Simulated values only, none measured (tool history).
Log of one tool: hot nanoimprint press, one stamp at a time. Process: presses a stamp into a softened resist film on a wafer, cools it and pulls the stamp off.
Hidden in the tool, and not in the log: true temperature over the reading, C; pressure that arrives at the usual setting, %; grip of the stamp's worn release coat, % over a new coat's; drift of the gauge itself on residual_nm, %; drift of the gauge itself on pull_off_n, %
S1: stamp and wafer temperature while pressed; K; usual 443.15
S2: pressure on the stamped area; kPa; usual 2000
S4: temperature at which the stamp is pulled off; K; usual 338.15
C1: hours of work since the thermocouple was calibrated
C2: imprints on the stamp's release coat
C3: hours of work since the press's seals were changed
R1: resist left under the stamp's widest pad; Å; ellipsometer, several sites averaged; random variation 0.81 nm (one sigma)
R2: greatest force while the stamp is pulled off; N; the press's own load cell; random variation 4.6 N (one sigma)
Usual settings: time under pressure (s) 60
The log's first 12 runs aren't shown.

-- hour=102.3 plate thermocouple calibrated
run 13 hour=103.3 | S1=443.15 S2=2000 time_under_pressure_(s)=60 S4=338.15 | C1=0 C2=691 C3=90 | R1=1068 R2=230
run 14 hour=109.2 | S1=443.15 S2=2000 time_under_pressure_(s)=60 S4=338.15 | C1=3 C2=709 C3=93 | R1=1048 R2=226
run 15 hour=116.3 | S1=443.15 S2=2000 time_under_pressure_(s)=47 S4=338.15 | C1=6 C2=732 C3=96 | R1=1149 R2=229
run 16 hour=124.3 | S1=433.15 S2=1920 time_under_pressure_(s)=47 S4=326.15 | C1=10 C2=756 C3=99 | R1=1673 R2=279
run 17 hour=132.9 | S1=454.15 S2=2000 time_under_pressure_(s)=60 S4=338.15 | C1=13 C2=783 C3=103 | R1=614 R2=223
run 18 hour=139.0 | S1=443.15 S2=2000 time_under_pressure_(s)=60 S4=341.15 | C1=16 C2=802 C3=106 | R1=1066 R2=208
run 19 hour=146.8 | S1=443.15 S2=2000 time_under_pressure_(s)=60 S4=341.15 | C1=19 C2=826 C3=109 | R1=1068 R2=216
run 20 hour=151.8 | S1=443.15 S2=2000 time_under_pressure_(s)=60 S4=341.15 | C1=22 C2=842 C3=111 | R1=1078 R2=210
run 21 hour=157.1 | S1=443.15 S2=2000 time_under_pressure_(s)=60 S4=341.15 | C1=24 C2=858 C3=114 | R1=1066 R2=212
run 22 hour=167.1 | S1=435.15 S2=1200 time_under_pressure_(s)=68 S4=325.15 | C1=28 C2=889 C3=118 | R1=1596 R2=293
run 23 hour=173.7 | S1=435.15 S2=1200 time_under_pressure_(s)=68 S4=325.15 | C1=31 C2=910 C3=121 | R1=1608 R2=302
run 24 hour=180.3 | S1=443.15 S2=2860 time_under_pressure_(s)=37 S4=326.15 | C1=34 C2=930 C3=124 | R1=1104 R2=291
run 25 hour=188.5 | S1=442.15 S2=2720 time_under_pressure_(s)=60 S4=338.15 | C1=38 C2=955 C3=127 | R1=1001 R2=226
run 26 hour=197.3 | S1=452.15 S2=1710 time_under_pressure_(s)=36 S4=345.15 | C1=41 C2=983 C3=131 | R1=910 R2=194
run 27 hour=204.9 | S1=452.15 S2=1710 time_under_pressure_(s)=36 S4=345.15 | C1=45 C2=1006 C3=135 | R1=910 R2=188
run 28 hour=212.1 | S1=452.15 S2=1710 time_under_pressure_(s)=36 S4=345.15 | C1=48 C2=1029 C3=138 | R1=903 R2=186
run 29 hour=221.2 | S1=443.15 S2=2000 time_under_pressure_(s)=112 S4=338.15 | C1=52 C2=1057 C3=142 | R1=843 R2=229
run 30 hour=231.6 | S1=453.15 S2=2000 time_under_pressure_(s)=60 S4=338.15 | C1=56 C2=1089 C3=146 | R1=652 R2=230

Forecast each of these 3 alternatives for the next run:
run A hour=243.2 | S1=435.15 S2=2370 time_under_pressure_(s)=60 S4=343.15 | C1=61 C2=1125 C3=151 | R1=? R2=?
run B hour=243.2 | S1=443.15 S2=2200 time_under_pressure_(s)=59 S4=345.15 | C1=61 C2=1125 C3=151 | R1=? R2=?
run C hour=243.2 | S1=453.15 S2=2000 time_under_pressure_(s)=37 S4=338.15 | C1=61 C2=1125 C3=151 | R1=? R2=?

run=A R1=1398 R2=199
run=B R1=1043 R2=190
run=C R1=794 R2=229
Without the tool's hidden state the same runs would have given:
run=A R1=1397 R2=198
run=B R1=1043 R2=189
run=C R1=793 R2=228
